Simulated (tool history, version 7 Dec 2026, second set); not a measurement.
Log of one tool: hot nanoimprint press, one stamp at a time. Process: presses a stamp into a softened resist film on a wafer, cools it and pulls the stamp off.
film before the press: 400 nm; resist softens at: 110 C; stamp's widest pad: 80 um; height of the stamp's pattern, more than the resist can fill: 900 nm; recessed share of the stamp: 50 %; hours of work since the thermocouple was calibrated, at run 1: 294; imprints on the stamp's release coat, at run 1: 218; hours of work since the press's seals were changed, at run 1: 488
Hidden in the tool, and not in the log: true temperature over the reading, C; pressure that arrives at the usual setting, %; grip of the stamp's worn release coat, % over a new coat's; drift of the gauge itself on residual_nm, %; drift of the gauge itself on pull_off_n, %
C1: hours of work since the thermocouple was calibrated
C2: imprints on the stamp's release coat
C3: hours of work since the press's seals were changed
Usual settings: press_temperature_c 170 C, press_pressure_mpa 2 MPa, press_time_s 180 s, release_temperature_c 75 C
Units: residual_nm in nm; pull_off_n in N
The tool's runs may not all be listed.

{"run": 1, "hour": 0.0, "press_temperature_c": 170, "press_pressure_mpa": 2, "press_time_s": 180, "release_temperature_c": 75, "C1": 294, "C2": 218, "C3": 488, "residual_nm": 146.7, "pull_off_n": 196}
{"run": 2, "hour": 71.4, "press_temperature_c": 170, "press_pressure_mpa": 2, "press_time_s": 313, "release_temperature_c": 75, "C1": 333, "C2": 426, "C3": 527, "residual_nm": 117.3, "pull_off_n": 207}
{"run": 3, "hour": 156.5, "press_temperature_c": 170, "press_pressure_mpa": 2, "press_time_s": 180, "release_temperature_c": 75, "C1": 380, "C2": 673, "C3": 574, "residual_nm": 145.7, "pull_off_n": 222}
{"run": 4, "hour": 227.9, "press_temperature_c": 170, "press_pressure_mpa": 2, "press_time_s": 180, "release_temperature_c": 75, "C1": 419, "C2": 880, "C3": 613, "residual_nm": 145.4, "pull_off_n": 231}
{"hour": 261.9, "done": "plate thermocouple calibrated"}
{"run": 5, "hour": 285.9, "press_temperature_c": 170, "press_pressure_mpa": 2, "press_time_s": 180, "release_temperature_c": 75, "C1": 13, "C2": 1040, "C3": 644, "residual_nm": 152.2, "pull_off_n": 242}
{"hour": 306.6, "done": "stamp cleaned and given a new release coat"}
{"run": 6, "hour": 370.0, "press_temperature_c": 158, "press_pressure_mpa": 2, "press_time_s": 180, "release_temperature_c": 75, "C1": 56, "C2": 184, "C3": 687, "residual_nm": 255.8, "pull_off_n": 193}
{"run": 7, "hour": 420.4, "press_temperature_c": 158, "press_pressure_mpa": 2, "press_time_s": 180, "release_temperature_c": 75, "C1": 84, "C2": 331, "C3": 714, "residual_nm": 254, "pull_off_n": 211}
{"run": 8, "hour": 501.1, "press_temperature_c": 170, "press_pressure_mpa": 2, "press_time_s": 180, "release_temperature_c": 75, "C1": 128, "C2": 565, "C3": 759, "residual_nm": 150.1, "pull_off_n": 215}
{"run": 9, "hour": 565.1, "press_temperature_c": 170, "press_pressure_mpa": 2, "press_time_s": 180, "release_temperature_c": 75, "C1": 163, "C2": 751, "C3": 794, "residual_nm": 150.1, "pull_off_n": 223}
{"run": 10, "hour": 603.3, "press_temperature_c": 170, "press_pressure_mpa": 3.07, "press_time_s": 180, "release_temperature_c": 75, "C1": 184, "C2": 862, "C3": 815, "residual_nm": 123.2, "pull_off_n": 234}
{"hour": 682.8, "done": "stamp cleaned and given a new release coat"}
{"run": 11, "hour": 699.6, "press_temperature_c": 170, "press_pressure_mpa": 3.07, "press_time_s": 180, "release_temperature_c": 75, "C1": 234, "C2": 49, "C3": 864, "residual_nm": 122.2, "pull_off_n": 184}
{"run": 12, "hour": 753.0, "press_temperature_c": 170, "press_pressure_mpa": 3.07, "press_time_s": 180, "release_temperature_c": 75, "C1": 263, "C2": 204, "C3": 894, "residual_nm": 122.6, "pull_off_n": 185}
{"run": 13, "hour": 804.9, "press_temperature_c": 170, "press_pressure_mpa": 3.07, "press_time_s": 180, "release_temperature_c": 75, "C1": 292, "C2": 355, "C3": 922, "residual_nm": 122.4, "pull_off_n": 198}
{"run": 14, "hour": 856.5, "press_temperature_c": 170, "press_pressure_mpa": 3.07, "press_time_s": 180, "release_temperature_c": 75, "C1": 320, "C2": 505, "C3": 951, "residual_nm": 121.3, "pull_off_n": 211}
{"run": 15, "hour": 916.3, "press_temperature_c": 170, "press_pressure_mpa": 2, "press_time_s": 180, "release_temperature_c": 70, "C1": 353, "C2": 679, "C3": 983, "residual_nm": 147.2, "pull_off_n": 244}
{"run": 16, "hour": 970.7, "press_temperature_c": 170, "press_pressure_mpa": 2, "press_time_s": 180, "release_temperature_c": 70, "C1": 383, "C2": 837, "C3": 1013, "residual_nm": 146.6, "pull_off_n": 259}
{"run": 17, "hour": 1015.7, "press_temperature_c": 169, "press_pressure_mpa": 2.98, "press_time_s": 177, "release_temperature_c": 65, "C1": 408, "C2": 968, "C3": 1038, "residual_nm": 129.4, "pull_off_n": 293}
{"hour": 1056.6, "done": "stamp cleaned and given a new release coat"}
{"hour": 1080.6, "done": "plate thermocouple calibrated"}
{"run": 18, "hour": 1108.1, "press_temperature_c": 169, "press_pressure_mpa": 2.98, "press_time_s": 177, "release_temperature_c": 65, "C1": 15, "C2": 141, "C3": 1084, "residual_nm": 139.2, "pull_off_n": 237}
{"run": 19, "hour": 1158.9, "press_temperature_c": 170, "press_pressure_mpa": 2.9, "press_time_s": 180, "release_temperature_c": 75, "C1": 43, "C2": 289, "C3": 1112, "residual_nm": 132.8, "pull_off_n": 198}
{"run": 20, "hour": 1243.2, "press_temperature_c": 170, "press_pressure_mpa": 1.34, "press_time_s": 180, "release_temperature_c": 75, "C1": 89, "C2": 534, "C3": 1158, "residual_nm": 184.2, "pull_off_n": 213}
{"run": 21, "hour": 1324.9, "press_temperature_c": 170, "press_pressure_mpa": 1.34, "press_time_s": 180, "release_temperature_c": 75, "C1": 134, "C2": 771, "C3": 1203, "residual_nm": 184, "pull_off_n": 228}
{"hour": 1410.3, "done": "press's hydraulic seals changed and the load cell set to zero"}
{"run": 22, "hour": 1417.0, "press_temperature_c": 170, "press_pressure_mpa": 1.45, "press_time_s": 217, "release_temperature_c": 65, "C1": 181, "C2": 1016, "C3": 4, "residual_nm": 158.8, "pull_off_n": 310}
{"hour": 1444.5, "done": "stamp cleaned and given a new release coat"}
{"run": 23, "hour": 1475.1, "press_temperature_c": 170, "press_pressure_mpa": 2.01, "press_time_s": 108, "release_temperature_c": 65, "C1": 209, "C2": 89, "C3": 32, "residual_nm": 178.1, "pull_off_n": 220}
{"run": 24, "hour": 1565.5, "press_temperature_c": 170, "press_pressure_mpa": 2.01, "press_time_s": 108, "release_temperature_c": 80, "C1": 259, "C2": 352, "C3": 82, "residual_nm": 176.4, "pull_off_n": 177}
{"run": 25, "hour": 1625.4, "press_temperature_c": 163, "press_pressure_mpa": 2.89, "press_time_s": 344, "release_temperature_c": 69, "C1": 292, "C2": 526, "C3": 115, "residual_nm": 128.5, "pull_off_n": 242}
{"run": 26, "hour": 1708.6, "press_temperature_c": 163, "press_pressure_mpa": 2.89, "press_time_s": 264, "release_temperature_c": 83, "C1": 337, "C2": 768, "C3": 161, "residual_nm": 143.7, "pull_off_n": 185}
{"run": 27, "hour": 1785.8, "press_temperature_c": 170, "press_pressure_mpa": 2, "press_time_s": 180, "release_temperature_c": 75, "C1": 380, "C2": 993, "C3": 203, "residual_nm": 143.7, "pull_off_n": 239}
{"hour": 1819.5, "done": "stamp cleaned and given a new release coat"}
{"run": 28, "hour": 1879.5, "press_temperature_c": 170, "press_pressure_mpa": 1.23, "press_time_s": 276, "release_temperature_c": 75, "C1": 428, "C2": 175, "C3": 251, "residual_nm": 151.2, "pull_off_n": 193}
{"hour": 1897.6, "done": "plate thermocouple calibrated"}
{"run": 29, "hour": 1960.5, "press_temperature_c": 170, "press_pressure_mpa": 2.85, "press_time_s": 276, "release_temperature_c": 75, "C1": 35, "C2": 401, "C3": 294, "residual_nm": 106.7, "pull_off_n": 205}

Hidden state or all else? Some run-to-run changes of residual_nm, split into what the settings, what came in and random variation would give without the hidden state, and what is left for the hidden state (with any gauge scatter that isn't in both results):
Run 5 -> 6: press_temperature_c 170 -> 158, stamp cleaned and given a new release coat. residual_nm +103.6 nm: hidden state -1, all else +104.6.
Run 7 -> 8: press_temperature_c 158 -> 170. residual_nm -103.9 nm: hidden state -0.1, all else -103.8.
Run 17 -> 18: stamp cleaned and given a new release coat, plate thermocouple calibrated. residual_nm +9.8 nm: hidden state +9.6, all else +0.2.
Run 28 -> 29: press_pressure_mpa 1.23 -> 2.85, plate thermocouple calibrated. residual_nm -44.5 nm: hidden state +10.3, all else -54.8.
